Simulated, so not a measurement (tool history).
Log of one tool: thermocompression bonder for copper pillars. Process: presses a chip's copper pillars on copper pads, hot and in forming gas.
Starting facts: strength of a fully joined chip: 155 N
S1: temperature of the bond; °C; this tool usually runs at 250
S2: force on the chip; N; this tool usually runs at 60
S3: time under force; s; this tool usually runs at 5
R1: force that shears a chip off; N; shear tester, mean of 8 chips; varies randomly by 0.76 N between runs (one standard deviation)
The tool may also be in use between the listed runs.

Run 1, hour 0.0: usual settings. Result: R1 45.8 N.
Run 2, hour 10.6: usual settings but S3 7 s. Result: R1 53.7 N.
At hour 28.8: forming gas filter changed.
Run 3, hour 29.0: usual settings but S2 89 N. Result: R1 63.6 N.
Run 4, hour 47.8: usual settings but S2 89 N. Result: R1 63.4 N.
Run 5, hour 58.4: usual settings but S1 238 °C. Result: R1 42.8 N.
Run 6, hour 70.0: usual settings but S1 238 °C. Result: R1 42.8 N.
Run 7, hour 89.5: usual settings. Result: R1 49.3 N.
At hour 92.5: heater calibrated with a thermocouple chip.
Run 8, hour 114.2: usual settings. Result: R1 47.2 N.
Run 9, hour 136.4: usual settings. Result: R1 46.1 N.
Run 10, hour 157.2: usual settings. Result: R1 46.2 N.
At hour 166.5: heater calibrated with a thermocouple chip, once more.
Run 11, hour 176.5: usual settings. Result: R1 53.8 N.
Run 12, hour 194.2: usual settings but S2 58 N, S3 3 s. Result: R1 44.9 N.
Run 13, hour 215.9: usual settings but S2 47 N, S3 14 s. Result: R1 69.6 N.
Run 14, hour 231.9: usual settings but S1 242 °C, S3 13 s. Result: R1 70.8 N.
Run 15, hour 242.5: usual settings but S2 46 N. Result: R1 45.7 N.
Run 16, hour 260.9: usual settings but S1 275 °C, S3 11 s. Result: R1 93.1 N.
Run 17, hour 283.5: usual settings but S1 257 °C, S2 49 N. Result: R1 52.9 N.
Run 18, hour 302.5: usual settings but S1 257 °C, S2 49 N. Result: R1 50.2 N.
Run 19, hour 312.4: usual settings but S1 257 °C, S3 10 s. Result: R1 74.7 N.
Run 20, hour 327.2: usual settings but S1 220 °C, S2 88 N, S3 7 s. Result: R1 49.8 N.
Run 21, hour 344.1: usual settings but S1 260 °C, S2 88 N, S3 3 s. Result: R1 61.5 N.

5 ways to go on from here, each from the tool as it stands after run 21. What would each give?
Run A, hour 355.6: usual settings but S1 228 °C, S2 52 N, S3 14 s. Result: R1 ?.
Run B, hour 355.6: usual settings but S2 54 N. Result: R1 ?.
Run C, hour 355.6: usual settings but S1 252 °C, S2 49 N, S3 6 s. Result: R1 ?.
Run D, hour 355.6: usual settings but S1 267 °C. Result: R1 ?.
Run E, hour 355.6: usual settings but S1 230 °C, S2 67 N, S3 4 s. Result: R1 ?.

run    R1
  A  52.7
  B  47.6
  C  49.5
  D  63.2
  E  38.8
The same runs, with their run-to-run variation unchanged, on a tool lacking any hidden condition would have given:
run    R1
  A  57.7
  B  52.1
  C  54.1
  D  68.8
  E  42.5

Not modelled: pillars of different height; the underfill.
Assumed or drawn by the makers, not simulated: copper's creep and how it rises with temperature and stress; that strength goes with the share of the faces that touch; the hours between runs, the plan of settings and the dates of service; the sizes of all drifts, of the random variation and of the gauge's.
